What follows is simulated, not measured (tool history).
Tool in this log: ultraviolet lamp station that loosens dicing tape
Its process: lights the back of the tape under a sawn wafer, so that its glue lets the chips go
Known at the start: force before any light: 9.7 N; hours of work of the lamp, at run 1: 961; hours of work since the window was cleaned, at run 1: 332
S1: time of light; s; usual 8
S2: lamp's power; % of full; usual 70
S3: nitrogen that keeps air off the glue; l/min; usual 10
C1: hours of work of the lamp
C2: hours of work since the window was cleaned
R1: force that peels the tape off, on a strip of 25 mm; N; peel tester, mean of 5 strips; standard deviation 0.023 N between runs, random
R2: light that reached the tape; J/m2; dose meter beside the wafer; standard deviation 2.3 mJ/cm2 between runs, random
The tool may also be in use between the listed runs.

run    hour  S1  S2  S3    C1   C2     R1    R2
  1     0.0   8  70  10   961  332  2.432  1350
  2    49.5   8  70   9   987  358  2.695  1300
       95.3  -- window cleaned of glue's vapour
  3   102.1   8  70  10  1015    4  2.849  1250
      116.0  -- lamp changed
  4   174.2   8  70  10    31   41  1.882  1660
  5   218.3   8  70  10    54   65  1.952  1620
  6   282.0   8  70  10    88   99  2.153  1580
  7   336.7   8  70  10   117  128  2.120  1520
  8   390.5   8  70  10   146  156  2.159  1470
  9   461.4   8  70   4   183  194  3.006  1430
      512.6  -- window cleaned of glue's vapour, once more
 10   521.7   8  70   4   215    5  1.918  2060
 11   556.6   8  70   4   233   23  1.981  2040
 12   589.9   8  76  10   251   41  1.221  2180
 13   656.9   8  76  10   287   77  1.244  2100
 14   708.6   8  70  10   314  104  1.488  1920
 15   743.5   8  70  10   333  122  1.500  1900
 16   801.6   6  70  10   363  153  2.405  1400
 17   862.5   6  71  10   396  186  2.506  1370
 18   906.4   8  70  10   419  209  1.684  1750
 19   966.1   8  70  10   451  241  1.772  1760
 20  1007.4   8  70  10   472  262  1.756  1670
 21  1047.2   6  97   7   494  284  2.010  1730
 22  1090.1  11  76   7   516  306  1.129  2430
 23  1127.3   8  93   9   536  326  1.280  2090
 24  1191.2   8  82   9   570  360  1.692  1860
     1236.6  -- window cleaned of glue's vapour
 25  1264.7  13  67  10   609   15  0.675  2840
 26  1324.7  13  67  10   640   47  0.726  2750
 27  1386.1  10  67   9   673   79  1.341  2030
 28  1423.9   8  62  10   693   99  2.162  1520
 29  1493.0   8  70   6   730  136  2.158  1640
 30  1535.5   8  70   6   752  159  2.256  1640
 31  1596.5  10  96  10   785  191  0.769  2670
 32  1647.4  10  73   5   812  218  1.760  2010
 33  1686.2  10  73   7   832  238  1.602  1960
 34  1755.5  10  70  10   869  275  1.552  1840
 35  1797.0  10  62  15   891  297  1.796  1600
 36  1842.9   4  96  10   915  322  3.575   960
 37  1904.5   4  84   8   948  354  4.430   820
 38  1949.1   4  84   8   972  378  4.385   810

Describe how what the log doesn't record of the tool's condition differs between the last listed run preceding each entry between runs and the first listed run following it.
From run 2 to run 3: window cleaned of glue's vapour (hour 95.3)
  lamp's light, % of a new lamp's: 72.3 -> 71.5; light that the window lets through, % of a clean one's: 83.9 -> 78
  the result without the hidden state subtracted from the measured one, R1: +1.458 -> +1.690 N; R2: -860 -> -980 J/m2
From run 3 to run 4: lamp changed (hour 116.0)
  lamp's light, % of a new lamp's: 71.5 -> 98.6; light that the window lets through, % of a clean one's: 78 -> 76.2
  the result without the hidden state subtracted from the measured one, R1: +1.690 -> +0.732 N; R2: -980 -> -550 J/m2
From run 9 to run 10: window cleaned of glue's vapour, once more (hour 512.6)
  lamp's light, % of a new lamp's: 94.6 -> 93.7; light that the window lets through, % of a clean one's: 69.4 -> 99.6
  the result without the hidden state subtracted from the measured one, R1: +1.318 -> +0.197 N; R2: -760 -> -150 J/m2
From run 24 to run 25: window cleaned of glue's vapour (hour 1236.6)
  lamp's light, % of a new lamp's: 84.2 -> 83.1; light that the window lets through, % of a clean one's: 84.1 -> 99.2
  the result without the hidden state subtracted from the measured one, R1: +0.801 -> +0.226 N; R2: -760 -> -600 J/m2

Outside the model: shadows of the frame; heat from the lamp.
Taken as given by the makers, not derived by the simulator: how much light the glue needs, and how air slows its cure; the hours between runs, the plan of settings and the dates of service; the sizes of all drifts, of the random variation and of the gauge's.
